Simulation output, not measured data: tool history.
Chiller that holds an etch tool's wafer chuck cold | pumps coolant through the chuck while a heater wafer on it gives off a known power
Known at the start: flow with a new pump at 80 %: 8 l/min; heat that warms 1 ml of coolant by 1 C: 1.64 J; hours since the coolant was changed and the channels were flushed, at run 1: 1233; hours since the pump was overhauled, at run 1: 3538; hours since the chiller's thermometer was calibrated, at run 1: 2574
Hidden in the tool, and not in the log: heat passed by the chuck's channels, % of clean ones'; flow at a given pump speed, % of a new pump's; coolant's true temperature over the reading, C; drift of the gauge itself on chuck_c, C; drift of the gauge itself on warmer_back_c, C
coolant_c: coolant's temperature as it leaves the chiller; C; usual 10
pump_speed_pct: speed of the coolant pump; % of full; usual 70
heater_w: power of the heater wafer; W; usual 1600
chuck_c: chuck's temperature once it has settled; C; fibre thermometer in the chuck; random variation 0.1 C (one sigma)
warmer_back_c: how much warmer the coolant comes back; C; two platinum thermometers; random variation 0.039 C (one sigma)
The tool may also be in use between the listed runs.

run	day	coolant_c	pump_speed_pct	heater_w	hours since the coolant was changed and the channels were flushed	hours since the pump was overhauled	hours since the chiller's thermometer was calibrated	chuck_c	warmer_back_c
1	0	10	70	1600	1233	3538	2574	25.7	9.14
2	2.983	10	70	1600	1304	3610	2645	25.7	9.2
3	7.479	10	70	1600	1412	3718	2753	25.8	9.16
4	10.233	10	70	1600	1479	3784	2819	25.9	9.12
5	13.104	10	70	1600	1547	3853	2888	26	9.18
6	16.375	10	70	1600	1626	3931	2967	25.8	9.14
7	18.475	10	70	1600	1676	3982	3017	25.8	9.2
# day 18.925: coolant pump overhauled
8	22.746	10	70	1600	1774	92	3115	26.2	9.34
9	26.117	10	70	1600	1855	173	3195	26.1	9.3
10	28.862	10	70	1600	1921	238	3261	26.2	9.37
11	33.3	10	70	1600	2027	345	3368	26.4	9.41
12	36.667	10	70	1600	2108	426	3449	26.3	9.43
13	41.433	4	70	1144	2222	540	3563	15.6	6.77
# day 41.925: coolant pump overhauled, once more
14	44.175	4	87	892	2283	54	3624	10.7	3.71
# day 47.546: chiller's thermometer calibrated
15	47.833	4	87	892	2370	141	7	11.3	3.74
16	52.629	10	75	852	2485	256	122	17.8	4.19
17	55.342	6	81	1530	2550	321	187	19.2	6.88

How the hidden state differs across the entries between the runs, from the last listed run before each to the first after it:
Between runs 7 and 8: coolant pump overhauled (day 18.925)
  heat passed by the chuck's channels, % of clean ones': 96.3 -> 96.1; flow at a given pump speed, % of a new pump's: 92.6 -> 90.8; coolant's true temperature over the reading, C: -0.36 -> -0.37
  measured less the result without the state, chuck_c: +0.9 -> +1.1 C; warmer_back_c: +0.68 -> +0.86 C
Between runs 13 and 14: coolant pump overhauled, once more (day 41.925)
  heat passed by the chuck's channels, % of clean ones': 95.1 -> 94.9; flow at a given pump speed, % of a new pump's: 90.1 -> 99.8
  measured less the result without the state, chuck_c: +0.9 -> -0.2 C; warmer_back_c: +0.67 -> +0.01 C
Between runs 14 and 15: chiller's thermometer calibrated (day 47.546)
  heat passed by the chuck's channels, % of clean ones': 94.9 -> 94.7; flow at a given pump speed, % of a new pump's: 99.8 -> 99.6; coolant's true temperature over the reading, C: -0.42 -> -0.03
  measured less the result without the state, chuck_c: -0.2 -> +0.3 C; warmer_back_c: +0.01 -> +0.02 C

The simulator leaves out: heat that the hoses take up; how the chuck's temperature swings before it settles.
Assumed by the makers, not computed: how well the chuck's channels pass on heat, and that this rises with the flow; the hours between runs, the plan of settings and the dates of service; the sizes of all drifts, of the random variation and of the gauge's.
